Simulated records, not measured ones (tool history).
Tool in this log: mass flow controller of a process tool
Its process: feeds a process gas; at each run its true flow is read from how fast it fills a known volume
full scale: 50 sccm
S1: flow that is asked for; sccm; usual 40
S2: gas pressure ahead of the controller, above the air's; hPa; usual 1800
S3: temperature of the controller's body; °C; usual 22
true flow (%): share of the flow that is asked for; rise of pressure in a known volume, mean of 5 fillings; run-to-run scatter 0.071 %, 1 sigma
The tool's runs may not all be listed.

{"run": 1, "hour": 0.0, "S1": 40, "S2": 1800, "S3": 22, "true flow (%)": 100.08}
{"run": 2, "hour": 396.1, "S1": 8, "S2": 1800, "S3": 22, "true flow (%)": 99.71}
{"run": 3, "hour": 715.2, "S1": 40, "S2": 2470, "S3": 22, "true flow (%)": 100.65}
{"run": 4, "hour": 1234.5, "S1": 40, "S2": 1800, "S3": 22, "true flow (%)": 100.32}
{"run": 5, "hour": 1781.1, "S1": 40, "S2": 1800, "S3": 21, "true flow (%)": 100.45}
{"run": 6, "hour": 2170.5, "S1": 40, "S2": 1800, "S3": 21, "true flow (%)": 100.54}
{"run": 7, "hour": 2678.5, "S1": 40, "S2": 2020, "S3": 21, "true flow (%)": 100.88}
{"run": 8, "hour": 2970.0, "S1": 40, "S2": 2020, "S3": 21, "true flow (%)": 100.95}
{"run": 9, "hour": 3431.3, "S1": 40, "S2": 1800, "S3": 22, "true flow (%)": 100.77}
{"run": 10, "hour": 3726.3, "S1": 40, "S2": 2760, "S3": 22, "true flow (%)": 101.58}
{"run": 11, "hour": 4305.8, "S1": 40, "S2": 2760, "S3": 22, "true flow (%)": 101.67}
{"run": 12, "hour": 4742.4, "S1": 40, "S2": 2760, "S3": 22, "true flow (%)": 101.79}
{"run": 13, "hour": 4978.1, "S1": 40, "S2": 2760, "S3": 22, "true flow (%)": 101.84}
{"run": 14, "hour": 5233.0, "S1": 8, "S2": 2760, "S3": 22, "true flow (%)": 101.7}
{"run": 15, "hour": 5685.9, "S1": 8, "S2": 2760, "S3": 22, "true flow (%)": 101.62}
{"run": 16, "hour": 6174.8, "S1": 43, "S2": 1800, "S3": 22, "true flow (%)": 101.36}
{"run": 17, "hour": 6427.2, "S1": 43, "S2": 2540, "S3": 22, "true flow (%)": 102.1}
{"run": 18, "hour": 6806.4, "S1": 43, "S2": 2540, "S3": 22, "true flow (%)": 102.13}
{"run": 19, "hour": 7176.4, "S1": 43, "S2": 2540, "S3": 22, "true flow (%)": 102.25}
{"run": 20, "hour": 7640.5, "S1": 10, "S2": 1800, "S3": 22, "true flow (%)": 101.48}
{"run": 21, "hour": 7924.7, "S1": 10, "S2": 1800, "S3": 22, "true flow (%)": 101.55}
{"run": 22, "hour": 8260.2, "S1": 10, "S2": 1800, "S3": 22, "true flow (%)": 101.61}
{"run": 23, "hour": 8701.0, "S1": 10, "S2": 1800, "S3": 22, "true flow (%)": 101.74}
{"run": 24, "hour": 8980.5, "S1": 10, "S2": 1800, "S3": 22, "true flow (%)": 101.77}
{"run": 25, "hour": 9252.2, "S1": 10, "S2": 1800, "S3": 22, "true flow (%)": 101.94}
{"hour": 9392.7, "done": "controller's zero set anew"}
{"run": 26, "hour": 9511.1, "S1": 10, "S2": 1800, "S3": 22, "true flow (%)": 101.83}
{"run": 27, "hour": 9905.2, "S1": 10, "S2": 1800, "S3": 33, "true flow (%)": 101.09}
{"run": 28, "hour": 10178.3, "S1": 10, "S2": 1800, "S3": 33, "true flow (%)": 101.09}
{"run": 29, "hour": 10595.3, "S1": 10, "S2": 1800, "S3": 33, "true flow (%)": 101.2}
{"run": 30, "hour": 10958.0, "S1": 10, "S2": 1800, "S3": 33, "true flow (%)": 101.35}
{"run": 31, "hour": 11497.7, "S1": 10, "S2": 1800, "S3": 33, "true flow (%)": 101.41}
{"run": 32, "hour": 11897.8, "S1": 40, "S2": 1740, "S3": 22, "true flow (%)": 102.55}
{"run": 33, "hour": 12228.0, "S1": 20, "S2": 1730, "S3": 35, "true flow (%)": 101.32}
{"run": 34, "hour": 12505.1, "S1": 20, "S2": 1730, "S3": 35, "true flow (%)": 101.54}
{"run": 35, "hour": 12821.3, "S1": 20, "S2": 1730, "S3": 35, "true flow (%)": 101.53}
{"run": 36, "hour": 13137.1, "S1": 20, "S2": 1730, "S3": 35, "true flow (%)": 101.64}
{"hour": 13291.5, "done": "gauge calibrated"}
{"run": 37, "hour": 13421.3, "S1": 26, "S2": 1800, "S3": 30, "true flow (%)": 99.22}
{"run": 38, "hour": 13766.3, "S1": 26, "S2": 1800, "S3": 30, "true flow (%)": 99.33}
{"run": 39, "hour": 14106.8, "S1": 26, "S2": 1800, "S3": 28, "true flow (%)": 99.55}
{"run": 40, "hour": 14468.5, "S1": 26, "S2": 1800, "S3": 28, "true flow (%)": 99.61}
{"run": 41, "hour": 14761.5, "S1": 40, "S2": 1710, "S3": 34, "true flow (%)": 99.27}
{"run": 42, "hour": 15347.9, "S1": 40, "S2": 1710, "S3": 34, "true flow (%)": 99.42}
{"run": 43, "hour": 15793.3, "S1": 40, "S2": 2230, "S3": 25, "true flow (%)": 100.59}
{"run": 44, "hour": 16335.6, "S1": 11, "S2": 2030, "S3": 22, "true flow (%)": 100.49}
{"run": 45, "hour": 16905.1, "S1": 7, "S2": 2500, "S3": 22, "true flow (%)": 100.86}
{"run": 46, "hour": 17454.6, "S1": 17, "S2": 1730, "S3": 31, "true flow (%)": 99.89}
{"run": 47, "hour": 17927.7, "S1": 20, "S2": 1960, "S3": 28, "true flow (%)": 100.48}
{"run": 48, "hour": 18262.5, "S1": 21, "S2": 1870, "S3": 28, "true flow (%)": 100.51}

Predict each of these 3 candidate next runs independently; none follows another, all start after run 48:
{"run": "A", "hour": 18605.1, "S1": 47, "S2": 1800, "S3": 22, "true flow (%)": "?"}
{"run": "B", "hour": 18605.1, "S1": 41, "S2": 1870, "S3": 28, "true flow (%)": "?"}
{"run": "C", "hour": 18605.1, "S1": 11, "S2": 1470, "S3": 32, "true flow (%)": "?"}

run=A true_flow_(%)=101.35
run=B true_flow_(%)=100.82
run=C true_flow_(%)=99.9
With the hidden condition removed and each run's random variation left untouched, the same runs would have given:
run=A true_flow_(%)=100.16
run=B true_flow_(%)=99.63
run=C true_flow_(%)=98.74
